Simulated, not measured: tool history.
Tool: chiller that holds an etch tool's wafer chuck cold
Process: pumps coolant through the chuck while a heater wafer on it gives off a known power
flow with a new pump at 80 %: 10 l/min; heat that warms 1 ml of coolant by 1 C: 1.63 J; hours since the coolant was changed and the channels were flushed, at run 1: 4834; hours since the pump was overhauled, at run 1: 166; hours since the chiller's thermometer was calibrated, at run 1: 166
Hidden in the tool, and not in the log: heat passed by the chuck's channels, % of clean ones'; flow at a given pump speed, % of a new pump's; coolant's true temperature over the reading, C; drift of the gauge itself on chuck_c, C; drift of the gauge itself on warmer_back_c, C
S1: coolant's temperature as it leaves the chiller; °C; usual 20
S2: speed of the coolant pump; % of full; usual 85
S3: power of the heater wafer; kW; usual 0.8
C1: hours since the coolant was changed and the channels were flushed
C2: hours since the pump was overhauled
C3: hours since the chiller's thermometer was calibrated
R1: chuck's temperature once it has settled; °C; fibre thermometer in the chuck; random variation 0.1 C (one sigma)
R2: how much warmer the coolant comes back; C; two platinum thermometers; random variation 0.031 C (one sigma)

run   hour  S1  S2   S3    C1   C2   C3    R1    R2
  1      0  20  85  0.8  4834  166  166  25.4  2.77
  2  141.5  20  85  0.8  4975  307  307  25.5  2.77
  3    329  22  85  0.8  5163  495  495  27.4  2.79
  4  424.1  22  85  0.8  5258  590  590  27.6  2.75
     471.7  -- coolant changed, channels flushed
  5  583.2  22  85  0.8   112  743  743  27.5  2.76
  6    687  22  85  0.8   215  847  847  27.4   2.8

Forecast run 7:
  7  855.7  11  77  0.8  384  1016  1016   ?   ?

{"run 7": {"R1": 16.9, "R2": 3.07}}
Without the tool's hidden state the same run would have given R1 16.9 °C, R2 3.07 C.
